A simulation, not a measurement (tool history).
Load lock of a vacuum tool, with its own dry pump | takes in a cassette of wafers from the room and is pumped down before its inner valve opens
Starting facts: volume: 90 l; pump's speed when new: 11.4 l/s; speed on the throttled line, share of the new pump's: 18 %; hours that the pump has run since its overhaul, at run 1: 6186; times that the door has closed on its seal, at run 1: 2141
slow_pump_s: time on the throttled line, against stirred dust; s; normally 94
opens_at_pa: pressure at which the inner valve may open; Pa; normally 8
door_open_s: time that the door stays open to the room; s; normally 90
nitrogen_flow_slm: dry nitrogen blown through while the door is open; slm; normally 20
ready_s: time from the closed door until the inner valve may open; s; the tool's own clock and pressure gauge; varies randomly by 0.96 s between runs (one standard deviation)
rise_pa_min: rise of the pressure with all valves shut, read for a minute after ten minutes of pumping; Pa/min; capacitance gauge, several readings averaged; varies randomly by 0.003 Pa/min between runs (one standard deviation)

| run | hour | slow_pump_s | opens_at_pa | door_open_s | nitrogen_flow_slm | hours that the pump has run since its overhaul | times that the door has closed on its seal | incoming humidity of the room's air, % | ready_s | rise_pa_min |
|---|---|---|---|---|---|---|---|---|---|---|
| 1 | 0.0 | 94 | 8 | 90 | 20 | 6186 | 2141 | 43.4 | 162.5 | 0.025 |
| 2 | 110.2 | 94 | 8 | 90 | 20 | 6296 | 2658 | 45.6 | 161.8 | 0.027 |
| 3 | 218.4 | 94 | 8 | 90 | 20 | 6404 | 3165 | 43.1 | 163.9 | 0.030 |
| 4 | 321.5 | 94 | 8 | 90 | 20 | 6507 | 3648 | 46.7 | 161.6 | 0.028 |
| 5 | 425.2 | 94 | 8 | 90 | 20 | 6611 | 4135 | 45.8 | 162.4 | 0.027 |
| 6 | 492.9 | 94 | 8 | 90 | 20 | 6679 | 4452 | 49.6 | 161.3 | 0.038 |
| 7 | 614.8 | 94 | 8 | 90 | 20 | 6800 | 5023 | 46.1 | 165.9 | 0.037 |
| 8 | 671.0 | 110 | 8 | 90 | 20 | 6857 | 5287 | 45.0 | 174.1 | 0.038 |
| 9 | 721.7 | 110 | 8 | 90 | 20 | 6907 | 5524 | 44.6 | 175.0 | 0.039 |
| 10 | 820.7 | 94 | 8 | 90 | 20 | 7006 | 5988 | 46.4 | 163.3 | 0.039 |
| 11 | 935.2 | 94 | 8 | 90 | 16 | 7121 | 6525 | 44.9 | 164.1 | 0.036 |
| 12 | 986.4 | 94 | 8 | 90 | 16 | 7172 | 6765 | 44.3 | 164.8 | 0.042 |
| 13 | 1070.4 | 94 | 8 | 90 | 20 | 7256 | 7159 | 42.3 | 163.2 | 0.041 |
| 14 | 1127.2 | 94 | 8 | 90 | 20 | 7313 | 7425 | 45.7 | 165.8 | 0.044 |
| 15 | 1229.1 | 94 | 8 | 90 | 20 | 7415 | 7902 | 44.6 | 165.3 | 0.045 |
| 16 | 1336.7 | 94 | 8 | 90 | 20 | 7522 | 8407 | 44.2 | 166.2 | 0.042 |
| 17 | 1409.4 | 94 | 8 | 90 | 20 | 7595 | 8748 | 45.5 | 163.0 | 0.052 |
| 18 | 1502.1 | 94 | 8 | 90 | 20 | 7688 | 9182 | 47.4 | 165.8 | 0.048 |
| 19 | 1604.2 | 94 | 8 | 90 | 20 | 7790 | 9661 | 44.0 | 162.7 | 0.047 |
| 20 | 1722.9 | 94 | 8 | 90 | 20 | 7908 | 10217 | 49.5 | 166.3 | 0.054 |
| 21 | 1845.9 | 178 | 7 | 164 | 20 | 8032 | 10794 | 48.5 | 233.1 | 0.070 |
| 22 | 1937.0 | 100 | 14 | 28 | 17 | 8123 | 11220 | 46.3 | 163.2 | 0.045 |
| 23 | 2057.0 | 74 | 15 | 72 | 7 | 8243 | 11783 | 46.1 | 144.2 | 0.060 |
| 24 | 2133.6 | 54 | 8 | 90 | 8 | 8319 | 12142 | 44.5 | 136.4 | 0.068 |
| 25 | 2190.3 | 54 | 8 | 90 | 8 | 8376 | 12408 | 46.1 | 136.8 | 0.066 |
| 26 | 2314.4 | 54 | 13 | 123 | 11 | 8500 | 12989 | 49.2 | 131.9 | 0.074 |
| 27 | 2403.8 | 54 | 13 | 123 | 11 | 8589 | 13409 | 43.2 | 131.7 | 0.069 |
| 28 | 2498.1 | 55 | 8 | 41 | 42 | 8684 | 13851 | 43.9 | 137.9 | 0.055 |
| 29 | 2595.7 | 94 | 8 | 31 | 37 | 8781 | 14308 | 41.4 | 168.3 | 0.058 |
| 30 | 2693.3 | 76 | 8 | 94 | 37 | 8879 | 14766 | 46.2 | 153.1 | 0.062 |

What will run 31 give?
| 31 | 2796.6 | 130 | 8 | 86 | 37 | 8982 | 15250 | 42.9 | ? | ? |

{"run 31": {"ready_s": 195.1, "rise_pa_min": 0.066}}
On a tool with no hidden condition, and with the same random variation, this run would have come out at ready_s 180.5 s, rise_pa_min 0.014 Pa/min.

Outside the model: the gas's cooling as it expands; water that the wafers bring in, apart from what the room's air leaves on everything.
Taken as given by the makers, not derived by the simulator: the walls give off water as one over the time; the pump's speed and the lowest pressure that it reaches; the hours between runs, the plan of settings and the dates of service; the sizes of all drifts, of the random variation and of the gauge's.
